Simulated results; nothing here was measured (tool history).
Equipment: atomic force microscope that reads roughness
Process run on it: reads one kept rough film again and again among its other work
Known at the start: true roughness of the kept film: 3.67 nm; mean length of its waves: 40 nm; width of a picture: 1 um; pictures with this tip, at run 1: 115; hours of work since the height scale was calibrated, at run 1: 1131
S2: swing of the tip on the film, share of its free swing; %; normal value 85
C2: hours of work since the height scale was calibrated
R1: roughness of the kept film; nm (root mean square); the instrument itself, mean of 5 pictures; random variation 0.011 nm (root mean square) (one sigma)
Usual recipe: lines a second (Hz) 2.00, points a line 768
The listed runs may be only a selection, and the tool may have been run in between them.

{"run": 1, "hour": 0.0, "lines a second (Hz)": 2.0, "S2": 85, "points a line": 768, "pictures with this tip": 115, "C2": 1131, "R1": 2.343}
{"hour": 23.2, "done": "new tip fitted"}
{"run": 2, "hour": 32.9, "lines a second (Hz)": 2.0, "S2": 85, "points a line": 768, "pictures with this tip": 21, "C2": 1154, "R1": 2.54}
{"run": 3, "hour": 62.8, "lines a second (Hz)": 2.0, "S2": 85, "points a line": 768, "pictures with this tip": 89, "C2": 1175, "R1": 2.398}
{"hour": 98.5, "done": "new tip fitted"}
{"run": 4, "hour": 98.5, "lines a second (Hz)": 2.0, "S2": 85, "points a line": 768, "pictures with this tip": 0, "C2": 1199, "R1": 2.6}
{"run": 5, "hour": 120.7, "lines a second (Hz)": 2.0, "S2": 85, "points a line": 768, "pictures with this tip": 50, "C2": 1215, "R1": 2.49}
{"run": 6, "hour": 143.8, "lines a second (Hz)": 2.0, "S2": 56, "points a line": 768, "pictures with this tip": 102, "C2": 1231, "R1": 2.826}
{"run": 7, "hour": 167.6, "lines a second (Hz)": 1.34, "S2": 72, "points a line": 258, "pictures with this tip": 156, "C2": 1247, "R1": 2.584}
{"hour": 172.2, "done": "new tip fitted"}
{"run": 8, "hour": 199.8, "lines a second (Hz)": 1.21, "S2": 79, "points a line": 258, "pictures with this tip": 62, "C2": 1269, "R1": 2.742}
{"hour": 245.3, "done": "new tip fitted"}
{"run": 9, "hour": 245.3, "lines a second (Hz)": 1.21, "S2": 79, "points a line": 258, "pictures with this tip": 0, "C2": 1301, "R1": 2.903}
{"run": 10, "hour": 281.7, "lines a second (Hz)": 1.32, "S2": 67, "points a line": 258, "pictures with this tip": 82, "C2": 1326, "R1": 2.834}
{"hour": 317.9, "done": "new tip fitted"}
{"run": 11, "hour": 329.1, "lines a second (Hz)": 0.71, "S2": 72, "points a line": 403, "pictures with this tip": 25, "C2": 1359, "R1": 3.038}

3 options for the next run, each taken on its own from the tool as it stands now. Forecast them:
{"run": "A", "hour": 378.2, "lines a second (Hz)": 1.44, "S2": 85, "points a line": 768, "pictures with this tip": 135, "C2": 1393, "R1": "?"}
{"run": "B", "hour": 378.2, "lines a second (Hz)": 1.12, "S2": 61, "points a line": 380, "pictures with this tip": 135, "C2": 1393, "R1": "?"}
{"run": "C", "hour": 378.2, "lines a second (Hz)": 2.78, "S2": 67, "points a line": 403, "pictures with this tip": 135, "C2": 1393, "R1": "?"}

run=A R1=2.415
run=B R1=2.797
run=C R1=2.520
Stripped of hidden state, with their random variation kept, the same runs would have yielded:
run=A R1=2.798
run=B R1=3.240
run=C R1=2.921

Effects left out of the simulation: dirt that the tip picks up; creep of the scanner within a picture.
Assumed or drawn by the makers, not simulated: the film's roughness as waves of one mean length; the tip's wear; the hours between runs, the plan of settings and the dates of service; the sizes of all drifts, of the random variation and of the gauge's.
